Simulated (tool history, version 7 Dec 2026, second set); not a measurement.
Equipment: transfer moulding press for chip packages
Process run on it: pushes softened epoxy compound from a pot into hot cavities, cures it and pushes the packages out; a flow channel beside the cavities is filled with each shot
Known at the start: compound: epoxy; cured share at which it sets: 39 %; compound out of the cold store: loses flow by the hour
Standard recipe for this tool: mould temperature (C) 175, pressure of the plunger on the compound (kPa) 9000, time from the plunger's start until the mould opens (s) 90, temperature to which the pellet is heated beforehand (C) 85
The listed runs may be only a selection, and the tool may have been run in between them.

run	hour	mould temperature (C)	pressure of the plunger on the compound (kPa)	time from the plunger's start until the mould opens (s)	temperature to which the pellet is heated beforehand (C)	incoming compound's hours out of the cold store	length that the compound runs in the flow channel (mm)	greatest force on the pins that push the packages out (N)
1	0.0	175	9000	90	85	13.8	924	438
2	9.1	175	9000	90	85	22.0	911	498
3	18.6	175	9000	90	85	36.3	889	532
4	31.7	181	9000	90	85	32.2	869	480
5	46.9	181	9000	90	85	43.1	849	547
6	65.0	175	9000	103	85	16.2	919	605
# hour 67.6: cavities cleaned with cleaning compound and waxed
7	84.2	175	9000	103	85	20.5	912	463
8	102.2	175	8930	72	85	15.6	917	1027
# hour 105.9: mould's thermocouples calibrated
# hour 124.2: plunger's sealing rings changed
9	124.2	171	8930	118	88	9.1	986	586
# hour 140.0: cavities cleaned with cleaning compound and waxed
10	140.2	171	8930	118	88	26.9	953	391
11	155.1	182	9000	110	88	38.7	882	422
# hour 160.5: mould's thermocouples calibrated, once more
12	172.8	179	9000	78	84	14.2	932	612
13	190.2	175	9000	91	95	32.3	911	605
14	201.1	175	9000	91	95	39.1	901	640

4 options for the next run, each taken on its own from the tool as it stands now. Forecast them:
# hour 210.3: cavities cleaned with cleaning compound and waxed
A	218.8	175	7790	79	88	38.2	?	?
# hour 210.3: cavities cleaned with cleaning compound and waxed
B	218.8	167	7850	118	85	40.3	?	?
# hour 210.3: cavities cleaned with cleaning compound and waxed
C	218.8	175	8240	91	95	13.9	?	?
# hour 210.3: cavities cleaned with cleaning compound and waxed
D	218.8	175	10510	93	95	10.3	?	?

run	length that the compound runs in the flow channel (mm)	greatest force on the pins that push the packages out (N)
A	840	577
B	876	455
C	902	455
D	1023	447
What these runs would have given with no unlogged condition in the tool:
run	length that the compound runs in the flow channel (mm)	greatest force on the pins that push the packages out (N)
A	851	524
B	888	409
C	914	410
D	1036	402
